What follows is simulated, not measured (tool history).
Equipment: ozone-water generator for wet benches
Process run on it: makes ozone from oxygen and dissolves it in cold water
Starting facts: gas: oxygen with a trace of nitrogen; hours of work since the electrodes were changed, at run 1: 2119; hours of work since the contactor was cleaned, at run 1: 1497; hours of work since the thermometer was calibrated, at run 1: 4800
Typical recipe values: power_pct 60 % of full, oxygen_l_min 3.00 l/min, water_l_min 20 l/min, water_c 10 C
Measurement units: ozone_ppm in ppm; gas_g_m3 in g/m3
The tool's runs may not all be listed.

| run | hour | power_pct | oxygen_l_min | water_l_min | water_c | hours of work since the electrodes were changed | hours of work since the contactor was cleaned | hours of work since the thermometer was calibrated | ozone_ppm | gas_g_m3 |
|---|---|---|---|---|---|---|---|---|---|---|
| 1 | 0.0 | 60 | 3.00 | 20 | 10 | 2119 | 1497 | 4800 | 18.7 | 218.5 |
| 2 | 48.8 | 60 | 3.00 | 20 | 10 | 2158 | 1536 | 4839 | 18.6 | 218.1 |
| 3 | 111.3 | 60 | 3.00 | 24 | 10 | 2208 | 1586 | 4890 | 15.4 | 218.6 |
| 4 | 157.2 | 60 | 3.00 | 20 | 10 | 2245 | 1623 | 4926 | 18.5 | 218.5 |
| 5 | 194.1 | 60 | 3.00 | 20 | 10 | 2275 | 1653 | 4956 | 18.6 | 217.5 |
| 6 | 242.8 | 60 | 3.00 | 20 | 10 | 2314 | 1692 | 4995 | 18.5 | 217.9 |
| 7 | 303.7 | 60 | 3.00 | 20 | 10 | 2363 | 1741 | 5044 | 18.8 | 220.2 |
| 8 | 353.8 | 60 | 3.00 | 20 | 10 | 2403 | 1781 | 5084 | 18.8 | 220.8 |
| 9 | 399.0 | 60 | 3.00 | 20 | 10 | 2439 | 1817 | 5121 | 18.6 | 218.1 |
| 10 | 448.8 | 60 | 3.00 | 25 | 10 | 2479 | 1857 | 5161 | 14.8 | 219.5 |
| 11 | 493.7 | 60 | 1.86 | 20 | 10 | 2515 | 1893 | 5197 | 16.8 | 285.8 |
| 12 | 543.1 | 60 | 1.86 | 20 | 10 | 2555 | 1933 | 5236 | 16.9 | 289.0 |
| 13 | 591.9 | 97 | 1.86 | 20 | 10 | 2594 | 1972 | 5276 | 21.6 | 373.2 |
| 14 | 647.3 | 97 | 1.86 | 20 | 10 | 2639 | 2017 | 5320 | 22.0 | 374.4 |
| 15 | 693.1 | 97 | 1.86 | 20 | 10 | 2675 | 2054 | 5357 | 21.6 | 377.2 |
| 16 | 753.0 | 42 | 3.00 | 20 | 10 | 2724 | 2102 | 5405 | 15.3 | 182.8 |
| 17 | 807.0 | 42 | 3.00 | 20 | 10 | 2767 | 2145 | 5448 | 15.5 | 181.2 |
| 18 | 846.9 | 76 | 3.37 | 22 | 8 | 2799 | 2177 | 5480 | 20.0 | 238.8 |
| 19 | 906.6 | 60 | 3.62 | 20 | 15 | 2847 | 2225 | 5528 | 18.4 | 200.2 |
| 20 | 952.1 | 100 | 1.61 | 19 | 14 | 2884 | 2262 | 5565 | 22.0 | 415.0 |
| 21 | 981.5 | 100 | 1.61 | 19 | 14 | 2907 | 2285 | 5589 | 22.3 | 418.4 |
| 22 | 1016.1 | 48 | 1.61 | 19 | 8 | 2935 | 2313 | 5616 | 15.3 | 278.3 |
| 23 | 1070.3 | 52 | 3.00 | 14 | 17 | 2978 | 2357 | 5660 | 22.6 | 206.3 |
| 24 | 1097.6 | 61 | 2.49 | 21 | 17 | 3000 | 2379 | 5682 | 16.3 | 248.5 |
| 25 | 1160.0 | 61 | 1.75 | 21 | 6 | 3051 | 2429 | 5732 | 16.2 | 304.2 |
| 26 | 1189.6 | 93 | 2.17 | 21 | 17 | 3074 | 2452 | 5756 | 20.1 | 339.0 |
| 27 | 1245.3 | 93 | 2.17 | 21 | 17 | 3119 | 2497 | 5801 | 19.9 | 338.6 |
| 28 | 1274.3 | 41 | 2.44 | 13 | 6 | 3142 | 2520 | 5824 | 23.6 | 205.1 |
| 29 | 1334.8 | 41 | 2.44 | 13 | 6 | 3191 | 2569 | 5872 | 23.2 | 203.4 |
|  | 1363.7 | water thermometer calibrated |
| 30 | 1384.6 | 41 | 2.44 | 26 | 11 | 3231 | 2609 | 17 | 10.8 | 204.6 |
| 31 | 1426.3 | 41 | 2.44 | 26 | 11 | 3264 | 2642 | 50 | 10.7 | 205.1 |
| 32 | 1493.2 | 41 | 2.44 | 26 | 11 | 3318 | 2696 | 104 | 10.7 | 203.4 |
| 33 | 1526.0 | 60 | 3.00 | 29 | 17 | 3344 | 2722 | 130 | 11.8 | 225.2 |
| 34 | 1585.9 | 60 | 3.00 | 19 | 13 | 3392 | 2770 | 178 | 19.2 | 224.2 |

How would selected steps in gas_g_m3 from run to run divide? Give the signed amount a tool lacking its hidden state would still show from settings, what came in and random variation, and the signed amount left for the hidden state, including any gauge scatter that is not in both of the compared results.
Hidden state at play: yield of the discharge, % of new electrodes'; contactor's efficiency, % of a clean one's; true water temperature over the reading, C; drift of the gauge itself on ozone_ppm, %; drift of the gauge itself on gas_g_m3, %.
Run 15 -> 16: power_pct 97 -> 42, oxygen_l_min 1.86 -> 3.00. gas_g_m3 -194.4 g/m3: hidden state -1.7, all else -192.7.
Run 19 -> 20: power_pct 60 -> 100, oxygen_l_min 3.62 -> 1.61, water_l_min 20 -> 19, water_c 15 -> 14. gas_g_m3 +214.8 g/m3: hidden state +3.2, all else +211.6.
Run 21 -> 22: power_pct 100 -> 48, water_c 14 -> 8. gas_g_m3 -140.1 g/m3: hidden state -1.9, all else -138.2.
Run 27 -> 28: power_pct 93 -> 41, oxygen_l_min 2.17 -> 2.44, water_l_min 21 -> 13, water_c 17 -> 6. gas_g_m3 -133.5 g/m3: hidden state -2.3, all else -131.2.
